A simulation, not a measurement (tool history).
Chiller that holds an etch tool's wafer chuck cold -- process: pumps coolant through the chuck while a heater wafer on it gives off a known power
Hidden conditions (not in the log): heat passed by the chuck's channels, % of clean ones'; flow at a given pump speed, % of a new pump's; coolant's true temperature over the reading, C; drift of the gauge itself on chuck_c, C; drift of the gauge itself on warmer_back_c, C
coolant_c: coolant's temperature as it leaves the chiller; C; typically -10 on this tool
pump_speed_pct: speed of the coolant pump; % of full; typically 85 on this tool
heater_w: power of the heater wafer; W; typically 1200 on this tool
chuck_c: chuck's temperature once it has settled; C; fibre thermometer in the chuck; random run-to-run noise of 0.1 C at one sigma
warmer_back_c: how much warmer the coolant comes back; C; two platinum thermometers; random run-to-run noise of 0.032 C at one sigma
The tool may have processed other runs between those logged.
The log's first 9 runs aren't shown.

run   hour  coolant_c  pump_speed_pct  heater_w  hours since the coolant was changed and the channels were flushed  hours since the pump was overhauled  hours since the chiller's thermometer was calibrated  chuck_c  warmer_back_c
 10  285.2        -10              85      1200                                                               6064                                 1467                                                  2727      5.2           3.31
 11  322.9        -10              85      1200                                                               6102                                 1505                                                  2765      5.1           3.37
 12  363.9        -10              85      1200                                                               6143                                 1546                                                  2806      5.3           3.29
 13  393.8        -10              85      1200                                                               6173                                 1576                                                  2836      5.4           3.27
 14  423.1        -10              85       694                                                               6202                                 1605                                                  2865     -1.1           1.89
 15  453.6        -10              85      1134                                                               6232                                 1636                                                  2896      4.5           3.15
 16  484.9        -10              85      1775                                                               6264                                 1667                                                  2927     12.7           4.91
 17  515.6        -10              85      1775                                                               6294                                 1698                                                  2958     12.5            4.9
 18  542.4         -6              85      1775                                                               6321                                 1724                                                  2985     16.6           4.91
 19  583.2        -10              81      1248                                                               6362                                 1765                                                  3025      6.6           3.63
 20  616.8        -10              81      1248                                                               6396                                 1799                                                  3059      6.6           3.63
 21  649.3        -10              85      1382                                                               6428                                 1831                                                  3092      7.9           3.81
 22  684.3        -10              65      1382                                                               6463                                 1866                                                  3127     11.7              5
 23  714.1        -10              65      1382                                                               6493                                 1896                                                  3156     11.8           5.04
 24  744.3        -10              65      1382                                                               6523                                 1926                                                  3187     11.6           5.05
 25  784.1         -2              60      1616                                                               6563                                 1966                                                  3226     24.7           6.35
 26    809         -9              60       695                                                               6588                                 1991                                                  3251      2.8            2.8
 27  835.5         -9              60       695                                                               6614                                 2018                                                  3278      2.8            2.8
 28  860.7         -2              60       700                                                               6639                                 2043                                                  3303      9.8           2.77
 29  884.4         -4              76      1282                                                               6663                                 2067                                                  3327       14           3.98
 30  920.1        -18              85       787                                                               6699                                 2102                                                  3362     -7.7            2.2
 31  938.5        -18              85       787                                                               6717                                 2121                                                  3381     -7.5            2.2
 32  971.2        -18              85       787                                                               6750                                 2153                                                  3413     -7.7           2.13
 33    996         -1              70      1189                                                               6775                                 2178                                                  3438     16.8           4.05

Branching from run 33: 3 alternative next runs. What would each branch give?
  A  1018.8         -2              84       726                                                               6797                                 2201                                                  3461        ?              ?
  B  1018.8        -10              99       816                                                               6797                                 2201                                                  3461        ?              ?
  C  1018.8         -5              88      1639                                                               6797                                 2201                                                  3461        ?              ?

run  chuck_c  warmer_back_c
  A      7.6           2.05
  B     -0.3           1.93
  C     15.8           4.38
Without the tool's unlogged condition, the same runs would have read:
run  chuck_c  warmer_back_c
  A      5.6              2
  B     -2.3           1.88
  C     11.9           4.29
